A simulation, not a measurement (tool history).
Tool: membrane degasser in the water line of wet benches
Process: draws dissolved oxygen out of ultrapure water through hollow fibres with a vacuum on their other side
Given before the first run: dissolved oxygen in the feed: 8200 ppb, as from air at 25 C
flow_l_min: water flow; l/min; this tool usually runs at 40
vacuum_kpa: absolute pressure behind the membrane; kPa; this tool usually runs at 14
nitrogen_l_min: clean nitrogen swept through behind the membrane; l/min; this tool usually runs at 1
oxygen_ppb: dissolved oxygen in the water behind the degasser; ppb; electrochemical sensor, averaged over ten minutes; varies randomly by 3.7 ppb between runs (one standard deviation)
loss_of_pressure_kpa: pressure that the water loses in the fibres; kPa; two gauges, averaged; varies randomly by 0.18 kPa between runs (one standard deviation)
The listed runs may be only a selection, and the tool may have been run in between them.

Run 1, day 0: usual settings. Result: oxygen_ppb 887.6 ppb, loss_of_pressure_kpa 32.96 kPa.
Run 2, day 10.417: usual settings. Result: oxygen_ppb 895 ppb, loss_of_pressure_kpa 32.75 kPa.
Run 3, day 15.725: usual settings. Result: oxygen_ppb 889.4 ppb, loss_of_pressure_kpa 32.78 kPa.
Run 4, day 21.379: usual settings. Result: oxygen_ppb 893.6 ppb, loss_of_pressure_kpa 32.98 kPa.
At day 24.771: vacuum gauge calibrated.
Run 5, day 29.842: usual settings. Result: oxygen_ppb 892.1 ppb, loss_of_pressure_kpa 32.88 kPa.
Run 6, day 37.092: usual settings. Result: oxygen_ppb 892.8 ppb, loss_of_pressure_kpa 33.17 kPa.
Run 7, day 45.096: usual settings. Result: oxygen_ppb 897.1 ppb, loss_of_pressure_kpa 33.32 kPa.
Run 8, day 51.021: usual settings. Result: oxygen_ppb 899.7 ppb, loss_of_pressure_kpa 33.1 kPa.
Run 9, day 59.646: usual settings. Result: oxygen_ppb 895.7 ppb, loss_of_pressure_kpa 33.19 kPa.
Run 10, day 69.921: usual settings. Result: oxygen_ppb 887.9 ppb, loss_of_pressure_kpa 33.14 kPa.
At day 78.338: vacuum gauge calibrated, once more.
Run 11, day 80.304: usual settings but nitrogen_l_min 1.78 l/min. Result: oxygen_ppb 593.7 ppb, loss_of_pressure_kpa 33.13 kPa.
Run 12, day 90.588: usual settings but vacuum_kpa 20.4 kPa, nitrogen_l_min 1.31 l/min. Result: oxygen_ppb 1064.8 ppb, loss_of_pressure_kpa 33.34 kPa.
Run 13, day 97.092: usual settings but flow_l_min 45 l/min, vacuum_kpa 23.2 kPa. Result: oxygen_ppb 1594.3 ppb, loss_of_pressure_kpa 37.35 kPa.
Run 14, day 105.171: usual settings but flow_l_min 35 l/min, vacuum_kpa 34.1 kPa, nitrogen_l_min 2.37 l/min. Result: oxygen_ppb 985.5 ppb, loss_of_pressure_kpa 28.93 kPa.
Run 15, day 111.138: usual settings but flow_l_min 35 l/min, vacuum_kpa 34.1 kPa, nitrogen_l_min 2.37 l/min. Result: oxygen_ppb 987.9 ppb, loss_of_pressure_kpa 29.04 kPa.
Run 16, day 119.679: usual settings but flow_l_min 62 l/min, vacuum_kpa 17.4 kPa, nitrogen_l_min 0.5 l/min. Result: oxygen_ppb 2283.4 ppb, loss_of_pressure_kpa 51.89 kPa.
Run 17, day 128.9: usual settings but flow_l_min 48 l/min, vacuum_kpa 26 kPa, nitrogen_l_min 1.28 l/min. Result: oxygen_ppb 1611.8 ppb, loss_of_pressure_kpa 40.06 kPa.
Run 18, day 137.421: usual settings but flow_l_min 48 l/min, vacuum_kpa 26 kPa, nitrogen_l_min 1.28 l/min. Result: oxygen_ppb 1601.6 ppb, loss_of_pressure_kpa 39.88 kPa.
Run 19, day 145.771: usual settings but vacuum_kpa 12.5 kPa, nitrogen_l_min 1.03 l/min. Result: oxygen_ppb 762.9 ppb, loss_of_pressure_kpa 33.7 kPa.
Run 20, day 150.642: usual settings but vacuum_kpa 16.7 kPa, nitrogen_l_min 0.63 l/min. Result: oxygen_ppb 1418.2 ppb, loss_of_pressure_kpa 33.57 kPa.
Run 21, day 160.479: usual settings but vacuum_kpa 12.6 kPa, nitrogen_l_min 1.02 l/min. Result: oxygen_ppb 782.5 ppb, loss_of_pressure_kpa 33.61 kPa.
Run 22, day 168.433: usual settings but vacuum_kpa 12.6 kPa, nitrogen_l_min 1.02 l/min. Result: oxygen_ppb 780.2 ppb, loss_of_pressure_kpa 33.17 kPa.

5 ways to go on from here, each from the tool as it stands after run 22. What would each give?
Run A, day 176.279: usual settings but flow_l_min 30 l/min, vacuum_kpa 20.8 kPa, nitrogen_l_min 1.18 l/min. Result: oxygen_ppb ?, loss_of_pressure_kpa ?.
Run B, day 176.279: usual settings but flow_l_min 30 l/min, vacuum_kpa 28.8 kPa. Result: oxygen_ppb ?, loss_of_pressure_kpa ?.
Run C, day 176.279: usual settings but flow_l_min 35 l/min, vacuum_kpa 21.7 kPa, nitrogen_l_min 2.52 l/min. Result: oxygen_ppb ?, loss_of_pressure_kpa ?.
Run D, day 176.279: usual settings but flow_l_min 51 l/min, vacuum_kpa 12.6 kPa, nitrogen_l_min 1.02 l/min. Result: oxygen_ppb ?, loss_of_pressure_kpa ?.
Run E, day 176.279: usual settings but flow_l_min 31 l/min, vacuum_kpa 14.1 kPa. Result: oxygen_ppb ?, loss_of_pressure_kpa ?.

run  oxygen_ppb  loss_of_pressure_kpa
  A       914.5                 25.32
  B        1423                 25.26
  C       620.1                 29.22
  D      1006.7                 42.47
  E       699.1                 25.89
What these runs would have given with no unlogged condition in the tool:
run  oxygen_ppb  loss_of_pressure_kpa
  A       904.4                 24.05
  B        1413                 23.99
  C       604.9                 27.72
  D       974.3                  40.3
  E       688.6                 24.57
